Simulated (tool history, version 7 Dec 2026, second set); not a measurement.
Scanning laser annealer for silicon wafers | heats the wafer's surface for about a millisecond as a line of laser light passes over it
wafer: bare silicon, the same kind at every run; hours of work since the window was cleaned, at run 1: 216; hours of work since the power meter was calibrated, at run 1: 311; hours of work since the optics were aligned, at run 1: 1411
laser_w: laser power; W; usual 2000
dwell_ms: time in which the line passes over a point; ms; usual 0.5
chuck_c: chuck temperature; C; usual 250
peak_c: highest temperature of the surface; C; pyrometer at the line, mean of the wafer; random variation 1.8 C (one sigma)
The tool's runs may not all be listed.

run   hour  laser_w  dwell_ms  chuck_c  hours of work since the window was cleaned  hours of work since the power meter was calibrated  hours of work since the optics were aligned  peak_c
  1      0     2000       0.5      250                                         216                                                 311                                         1411     937
  2    7.2     2000       0.5      250                                         220                                                 314                                         1414     936
  3   21.3     1988       0.5      250                                         227                                                 321                                         1421     933
  4   34.4     2000       0.5      250                                         233                                                 328                                         1428     936
  5   50.3     2000       0.5      250                                         241                                                 336                                         1435     939
  6   61.2     1863       0.5      250                                         246                                                 341                                         1441     875
  7   73.8     1863       0.5      250                                         253                                                 347                                         1447     876
  8   83.4     1719       0.5      250                                         257                                                 352                                         1452     812
  9   97.3     2000     0.467      250                                         264                                                 359                                         1459     912
 10  104.6     2000     0.467      250                                         268                                                 362                                         1462     913
 11  118.4     2000     0.467      250                                         275                                                 369                                         1469     911
 12  128.8     2000       0.5      216                                         280                                                 374                                         1474     898
 13  139.4     1923     0.352      225                                         285                                                 380                                         1480     777
 14  152.8     1968     0.401      211                                         292                                                 386                                         1486     817
 15  162.2     1792       0.5      269                                         296                                                 391                                         1491     859
 16  176.3     1769       0.5      250                                         303                                                 398                                         1498     832
 17  189.7     2082       0.5      228                                         310                                                 404                                         1504     945
 18  197.9     2193     0.611      220                                         314                                                 409                                         1508    1061
 19  210.8     2045      0.53      258                                         320                                                 415                                         1515     973
 20  218.9     2000       0.5      222                                         324                                                 419                                         1519     899
 21  230.6     2099     0.492      222                                         330                                                 425                                         1525     940
 22  246.3     1793     0.386      222                                         338                                                 432                                         1532     748
 23  256.2     1846       0.5      265                                         343                                                 437                                         1537     877
 24  267.9     1891     0.607      242                                         349                                                 443                                         1543     932

3 ways to go on from here, each from the tool as it stands after run 24. What would each give?
  A  283.3     2000       0.5      277                                         356                                                 451                                         1551       ?
  B  283.3     1717     0.577      211                                         356                                                 451                                         1551       ?
  C  283.3     1884     0.383      213                                         356                                                 451                                         1551       ?

run  peak_c
  A     953
  B     803
  C     767
Without the tool's hidden state the same runs would have given:
run  peak_c
  A     995
  B     839
  C     802

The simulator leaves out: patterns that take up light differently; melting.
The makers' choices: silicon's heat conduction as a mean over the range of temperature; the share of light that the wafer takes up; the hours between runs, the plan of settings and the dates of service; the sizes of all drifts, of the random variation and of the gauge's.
